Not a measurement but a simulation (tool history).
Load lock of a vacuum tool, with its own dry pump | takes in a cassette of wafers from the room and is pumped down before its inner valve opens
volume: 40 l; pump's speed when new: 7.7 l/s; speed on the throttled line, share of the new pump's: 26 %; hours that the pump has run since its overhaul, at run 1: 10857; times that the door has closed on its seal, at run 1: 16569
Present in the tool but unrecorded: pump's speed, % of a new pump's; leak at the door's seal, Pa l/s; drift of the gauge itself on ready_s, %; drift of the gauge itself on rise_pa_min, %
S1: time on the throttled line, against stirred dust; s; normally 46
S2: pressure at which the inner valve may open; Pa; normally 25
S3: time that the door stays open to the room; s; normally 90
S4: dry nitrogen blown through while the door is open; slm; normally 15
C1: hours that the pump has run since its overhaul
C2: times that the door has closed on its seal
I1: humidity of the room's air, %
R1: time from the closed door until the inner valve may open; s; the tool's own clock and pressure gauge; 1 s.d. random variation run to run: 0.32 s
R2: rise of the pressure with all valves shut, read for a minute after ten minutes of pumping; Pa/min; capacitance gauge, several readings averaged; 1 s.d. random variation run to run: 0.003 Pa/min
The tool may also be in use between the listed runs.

Run 1, hour 0.0: usual settings; C1 10857; C2 16569; I1 46.0. Result: R1 81.6 s, R2 0.102 Pa/min.
Run 2, hour 113.4: usual settings; C1 10971; C2 16974; I1 44.0. Result: R1 81.7 s, R2 0.101 Pa/min.
Run 3, hour 244.9: usual settings but S2 32 Pa; C1 11102; C2 17445; I1 41.6. Result: R1 80.1 s, R2 0.098 Pa/min.
Run 4, hour 354.9: usual settings but S2 32 Pa, S4 6 slm; C1 11212; C2 17838; I1 46.1. Result: R1 80.0 s, R2 0.118 Pa/min.
Run 5, hour 508.1: usual settings but S2 32 Pa, S4 6 slm; C1 11365; C2 18386; I1 45.8. Result: R1 80.4 s, R2 0.122 Pa/min.
Run 6, hour 641.3: usual settings but S2 32 Pa, S4 6 slm; C1 11499; C2 18863; I1 44.1. Result: R1 80.0 s, R2 0.117 Pa/min.
Run 7, hour 714.6: usual settings but S2 32 Pa, S4 6 slm; C1 11572; C2 19125; I1 45.6. Result: R1 81.0 s, R2 0.121 Pa/min.
Run 8, hour 812.0: usual settings but S2 32 Pa, S4 6 slm; C1 11669; C2 19473; I1 44.4. Result: R1 80.2 s, R2 0.125 Pa/min.
Run 9, hour 964.2: usual settings but S2 32 Pa, S4 6 slm; C1 11822; C2 20018; I1 40.7. Result: R1 80.3 s, R2 0.117 Pa/min.
Run 10, hour 1032.6: usual settings but S2 32 Pa, S4 6 slm; C1 11890; C2 20263; I1 44.7. Result: R1 80.1 s, R2 0.117 Pa/min.
Run 11, hour 1138.9: usual settings but S2 32 Pa, S4 6 slm; C1 11996; C2 20643; I1 43.2. Result: R1 80.2 s, R2 0.129 Pa/min.
Run 12, hour 1226.1: usual settings but S2 32 Pa, S4 6 slm; C1 12083; C2 20955; I1 40.7. Result: R1 80.6 s, R2 0.133 Pa/min.
Run 13, hour 1338.5: usual settings but S2 32 Pa, S4 6 slm; C1 12196; C2 21357; I1 44.1. Result: R1 80.8 s, R2 0.137 Pa/min.
Run 14, hour 1485.4: usual settings but S3 134 s; C1 12343; C2 21883; I1 44.8. Result: R1 81.9 s, R2 0.128 Pa/min.
Run 15, hour 1559.7: usual settings; C1 12417; C2 22149; I1 46.3. Result: R1 82.7 s, R2 0.129 Pa/min.
Run 16, hour 1662.6: usual settings; C1 12520; C2 22517; I1 48.1. Result: R1 82.2 s, R2 0.135 Pa/min.
Run 17, hour 1765.4: usual settings; C1 12623; C2 22885; I1 44.5. Result: R1 82.1 s, R2 0.138 Pa/min.
Run 18, hour 1917.7: usual settings; C1 12775; C2 23430; I1 47.5. Result: R1 82.6 s, R2 0.139 Pa/min.
Run 19, hour 2067.9: usual settings but S1 91 s; C1 12925; C2 23967; I1 46.3. Result: R1 114.1 s, R2 0.143 Pa/min.
Run 20, hour 2209.1: usual settings but S4 12 slm; C1 13066; C2 24472; I1 40.1. Result: R1 82.5 s, R2 0.145 Pa/min.
Run 21, hour 2338.9: usual settings but S4 12 slm; C1 13196; C2 24936; I1 44.8. Result: R1 82.9 s, R2 0.158 Pa/min.
Run 22, hour 2405.0: usual settings but S4 12 slm; C1 13262; C2 25173; I1 46.7. Result: R1 82.6 s, R2 0.154 Pa/min.
Run 23, hour 2497.8: usual settings but S1 30 s, S3 147 s, S4 12 slm; C1 13355; C2 25505; I1 44.6. Result: R1 71.4 s, R2 0.163 Pa/min.
Run 24, hour 2579.2: usual settings but S1 23 s, S4 16 slm; C1 13437; C2 25796; I1 44.3. Result: R1 66.5 s, R2 0.150 Pa/min.
Run 25, hour 2717.2: usual settings but S3 42 s; C1 13575; C2 26290; I1 46.2. Result: R1 82.4 s, R2 0.149 Pa/min.
Run 26, hour 2866.9: usual settings but S2 20 Pa, S4 26 slm; C1 13724; C2 26826; I1 45.6. Result: R1 83.7 s, R2 0.157 Pa/min.
Run 27, hour 2960.0: usual settings but S2 20 Pa, S4 26 slm; C1 13817; C2 27159; I1 41.8. Result: R1 83.9 s, R2 0.152 Pa/min.
Run 28, hour 3071.7: usual settings but S2 42 Pa, S4 21 slm; C1 13929; C2 27558; I1 44.6. Result: R1 79.9 s, R2 0.161 Pa/min.
Run 29, hour 3179.8: usual settings but S2 42 Pa, S4 21 slm; C1 14037; C2 27945; I1 45.0. Result: R1 79.4 s, R2 0.165 Pa/min.
Run 30, hour 3280.2: usual settings but S1 88 s, S2 45 Pa, S4 13 slm; C1 14138; C2 28304; I1 44.1. Result: R1 108.1 s, R2 0.173 Pa/min.
Run 31, hour 3396.2: usual settings but S1 85 s, S3 70 s, S4 17 slm; C1 14254; C2 28719; I1 46.1. Result: R1 109.9 s, R2 0.170 Pa/min.
Run 32, hour 3514.2: usual settings but S1 31 s, S2 35 Pa, S3 41 s, S4 17 slm; C1 14372; C2 29141; I1 45.5. Result: R1 70.7 s, R2 0.168 Pa/min.
Run 33, hour 3611.1: usual settings but S1 85 s, S2 47 Pa, S3 178 s; C1 14468; C2 29488; I1 47.6. Result: R1 106.1 s, R2 0.196 Pa/min.
Run 34, hour 3715.5: usual settings but S1 85 s, S2 47 Pa, S3 178 s; C1 14573; C2 29861; I1 43.5. Result: R1 106.6 s, R2 0.192 Pa/min.
Run 35, hour 3822.6: usual settings but S1 59 s, S4 5 slm; C1 14680; C2 30245; I1 46.4. Result: R1 92.2 s, R2 0.204 Pa/min.
Run 36, hour 3956.4: usual settings but S1 79 s, S2 32 Pa, S3 148 s, S4 8 slm; C1 14814; C2 30723; I1 44.2. Result: R1 104.7 s, R2 0.205 Pa/min.
Run 37, hour 4062.7: usual settings but S1 79 s, S2 32 Pa, S3 148 s, S4 8 slm; C1 14920; C2 31104; I1 45.3. Result: R1 104.7 s, R2 0.207 Pa/min.

Alternative continuations, all from the tool just after run 37; predict every row:
At hour 4131.8: dry pump taken out, an overhauled one fitted.
Run A, hour 4137.7: usual settings but S4 8 slm; C1 6; C2 31351; I1 43.4. Result: R1 ?, R2 ?.
At hour 4131.8: dry pump taken out, an overhauled one fitted.
Run B, hour 4137.7: usual settings but S1 23 s, S4 5 slm; C1 6; C2 31351; I1 49.3. Result: R1 ?, R2 ?.
At hour 4131.8: dry pump taken out, an overhauled one fitted.
Run C, hour 4137.7: usual settings but S3 63 s; C1 6; C2 31351; I1 45.2. Result: R1 ?, R2 ?.
At hour 4131.8: dry pump taken out, an overhauled one fitted.
Run D, hour 4137.7: usual settings but S2 29 Pa, S3 166 s; C1 6; C2 31351; I1 46.9. Result: R1 ?, R2 ?.

run    R1     R2
  A  77.5  0.199
  B  60.1  0.205
  C  77.7  0.191
  D  76.6  0.204
Stripped of hidden state, with their random variation kept, the same runs would have yielded:
run    R1     R2
  A  77.3  0.040
  B  59.9  0.045
  C  77.5  0.031
  D  76.4  0.044
